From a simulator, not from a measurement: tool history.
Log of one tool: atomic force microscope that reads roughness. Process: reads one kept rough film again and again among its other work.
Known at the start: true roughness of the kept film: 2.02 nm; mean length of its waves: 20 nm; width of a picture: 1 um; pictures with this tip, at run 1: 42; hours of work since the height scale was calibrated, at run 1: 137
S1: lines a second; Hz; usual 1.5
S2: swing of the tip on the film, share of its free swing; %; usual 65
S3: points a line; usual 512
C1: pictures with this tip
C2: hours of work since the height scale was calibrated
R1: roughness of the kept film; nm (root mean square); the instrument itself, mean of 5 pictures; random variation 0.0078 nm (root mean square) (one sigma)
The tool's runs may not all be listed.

Run 1, hour 0: usual settings; C1 42; C2 137. Result: R1 1.447 nm (root mean square).
At hour 23.5: new tip fitted.
Run 2, hour 54: usual settings but S1 0.5 Hz; C1 43; C2 162. Result: R1 1.488 nm (root mean square).
At hour 74.9: new tip fitted.
Run 3, hour 102.8: usual settings but S2 62 %; C1 40; C2 184. Result: R1 1.431 nm (root mean square).
At hour 129.3: new tip fitted.
Run 4, hour 131.9: usual settings but S2 62 %; C1 4; C2 196. Result: R1 1.662 nm (root mean square).
Run 5, hour 170.6: usual settings but S2 62 %; C1 59; C2 214. Result: R1 1.379 nm (root mean square).
At hour 182: new tip fitted.
Run 6, hour 224: usual settings but S2 62 %; C1 60; C2 238. Result: R1 1.335 nm (root mean square).
At hour 233.9: new tip fitted.
Run 7, hour 272.3: usual settings but S2 62 %; C1 55; C2 260. Result: R1 1.37 nm (root mean square).
At hour 288.8: new tip fitted.
Run 8, hour 296: usual settings but S2 62 %; C1 10; C2 270. Result: R1 1.623 nm (root mean square).
Run 9, hour 323.4: usual settings; C1 49; C2 283. Result: R1 1.405 nm (root mean square).
At hour 342.8: new tip fitted.
Run 10, hour 353.1: usual settings; C1 14; C2 296. Result: R1 1.564 nm (root mean square).
Run 11, hour 382.4: usual settings; C1 56; C2 309. Result: R1 1.349 nm (root mean square).
At hour 395.9: new tip fitted.
Run 12, hour 431.6: usual settings; C1 51; C2 331. Result: R1 1.404 nm (root mean square).
At hour 447.6: new tip fitted.
Run 13, hour 477.4: usual settings but S1 2.66 Hz; C1 42; C2 352. Result: R1 1.379 nm (root mean square).
At hour 498.3: new tip fitted.
Run 14, hour 509.8: usual settings but S1 2.66 Hz; C1 16; C2 366. Result: R1 1.53 nm (root mean square).
Run 15, hour 540.7: usual settings but S1 0.56 Hz; C1 60; C2 380. Result: R1 1.418 nm (root mean square).
At hour 551.1: new tip fitted.
Run 16, hour 567.9: usual settings but S1 0.56 Hz, S3 800; C1 25; C2 392. Result: R1 1.569 nm (root mean square).
Run 17, hour 592: usual settings but S3 916; C1 59; C2 403. Result: R1 1.373 nm (root mean square).
At hour 602.5: new tip fitted.
Run 18, hour 624.4: usual settings; C1 31; C2 417. Result: R1 1.494 nm (root mean square).
At hour 657.2: new tip fitted.
Run 19, hour 664.3: usual settings but S3 348; C1 10; C2 435. Result: R1 1.586 nm (root mean square).
Run 20, hour 696: usual settings but S3 348; C1 56; C2 450. Result: R1 1.376 nm (root mean square).
At hour 710.1: new tip fitted.
Run 21, hour 735.5: usual settings but S3 348; C1 36; C2 467. Result: R1 1.458 nm (root mean square).
At hour 762.4: new tip fitted.
Run 22, hour 767.2: usual settings; C1 7; C2 481. Result: R1 1.617 nm (root mean square).
At hour 817.4: new tip fitted.
Run 23, hour 818.2: usual settings but S1 3.26 Hz; C1 1; C2 504. Result: R1 1.564 nm (root mean square).
Run 24, hour 865.6: usual settings but S1 3.26 Hz; C1 69; C2 526. Result: R1 1.257 nm (root mean square).
At hour 869.8: new tip fitted.
Run 25, hour 906: usual settings but S2 73 %; C1 52; C2 544. Result: R1 1.337 nm (root mean square).
At hour 922.6: new tip fitted.
Run 26, hour 960: usual settings but S1 1.58 Hz, S2 89 %, S3 670; C1 53; C2 568. Result: R1 1.211 nm (root mean square).
At hour 974.9: new tip fitted.
Run 27, hour 1009.2: usual settings but S1 1.58 Hz, S2 89 %, S3 670; C1 49; C2 590. Result: R1 1.263 nm (root mean square).
At hour 1025.5: new tip fitted.
Run 28, hour 1031.5: usual settings but S2 64 %, S3 263; C1 8; C2 600. Result: R1 1.586 nm (root mean square).
Run 29, hour 1054.2: usual settings but S1 1.29 Hz, S2 75 %, S3 263; C1 41; C2 610. Result: R1 1.37 nm (root mean square).
At hour 1076.9: new tip fitted.
Run 30, hour 1087.8: usual settings but S1 1.29 Hz, S2 75 %, S3 263; C1 15; C2 625. Result: R1 1.491 nm (root mean square).
Run 31, hour 1118.9: usual settings but S3 264; C1 60; C2 639. Result: R1 1.334 nm (root mean square).
At hour 1130.6: new tip fitted.
Run 32, hour 1161.8: usual settings but S1 1.06 Hz, S2 59 %, S3 545; C1 45; C2 659. Result: R1 1.467 nm (root mean square).
At hour 1183.7: new tip fitted.
Run 33, hour 1197.6: usual settings but S1 0.95 Hz, S2 59 %, S3 1012; C1 20; C2 675. Result: R1 1.61 nm (root mean square).
At hour 1235.8: new tip fitted.
Run 34, hour 1244.3: usual settings but S1 1.1 Hz, S2 87 %, S3 416; C1 12; C2 696. Result: R1 1.478 nm (root mean square).
At hour 1289.5: new tip fitted.
Run 35, hour 1292.3: usual settings but S1 3.69 Hz, S3 476; C1 4; C2 717. Result: R1 1.495 nm (root mean square).
Run 36, hour 1332.9: usual settings but S1 1.17 Hz, S2 59 %; C1 62; C2 735. Result: R1 1.356 nm (root mean square).
At hour 1341.1: new tip fitted.
Run 37, hour 1359.9: usual settings but S1 3.86 Hz, S2 89 %, S3 362; C1 27; C2 747. Result: R1 1.059 nm (root mean square).
Run 38, hour 1383.2: usual settings but S1 2.92 Hz, S2 84 %, S3 360; C1 61; C2 758. Result: R1 1.087 nm (root mean square).
At hour 1394.8: new tip fitted.
Run 39, hour 1436: usual settings but S1 2.92 Hz, S2 84 %, S3 360; C1 59; C2 782. Result: R1 1.111 nm (root mean square).
At hour 1447.4: new tip fitted.
Run 40, hour 1484.9: usual settings but S1 1.45 Hz, S2 84 %, S3 513; C1 54; C2 804. Result: R1 1.276 nm (root mean square).
At hour 1498.9: new tip fitted.
Run 41, hour 1511.2: usual settings but S1 1.69 Hz, S2 75 %, S3 273; C1 17; C2 815. Result: R1 1.446 nm (root mean square).
Run 42, hour 1547.5: usual settings but S1 0.58 Hz, S2 72 %, S3 364; C1 69; C2 832. Result: R1 1.33 nm (root mean square).
At hour 1550.6: new tip fitted.
Run 43, hour 1587: usual settings but S1 0.77 Hz, S2 72 %, S3 364; C1 52; C2 849. Result: R1 1.384 nm (root mean square).
At hour 1601.4: new tip fitted.
Run 44, hour 1640.3: usual settings but S2 69 %, S3 813; C1 56; C2 873. Result: R1 1.369 nm (root mean square).
At hour 1652.1: new tip fitted.
Run 45, hour 1668.7: usual settings but S2 69 %, S3 813; C1 24; C2 886. Result: R1 1.485 nm (root mean square).
At hour 1703.4: new tip fitted.
Run 46, hour 1714.4: usual settings but S1 2.31 Hz, S2 69 %, S3 752; C1 16; C2 906. Result: R1 1.475 nm (root mean square).
At hour 1754.2: new tip fitted.
Run 47, hour 1754.2: usual settings but S2 73 %, S3 778; C1 0; C2 924. Result: R1 1.603 nm (root mean square).
Run 48, hour 1784.1: usual settings but S1 2.22 Hz, S2 73 %, S3 299; C1 43; C2 938. Result: R1 1.322 nm (root mean square).
At hour 1806.2: new tip fitted.
Run 49, hour 1807.3: usual settings but S1 2.22 Hz, S2 73 %, S3 299; C1 2; C2 948. Result: R1 1.506 nm (root mean square).

Forecast each of these 4 alternatives for the next run:
Run A, hour 1846.1: usual settings but S1 0.85 Hz; C1 57; C2 966. Result: R1 ?.
Run B, hour 1846.1: usual settings but S1 0.91 Hz, S2 62 %; C1 57; C2 966. Result: R1 ?.
Run C, hour 1846.1: usual settings but S3 340; C1 57; C2 966. Result: R1 ?.
Run D, hour 1846.1: usual settings but S1 1.43 Hz, S2 73 %, S3 299; C1 57; C2 966. Result: R1 ?.

run     R1
  A   1.39
  B  1.388
  C  1.335
  D  1.302
Without the tool's hidden state the same runs would have given:
run     R1
  A  1.708
  B  1.709
  C  1.642
  D  1.601
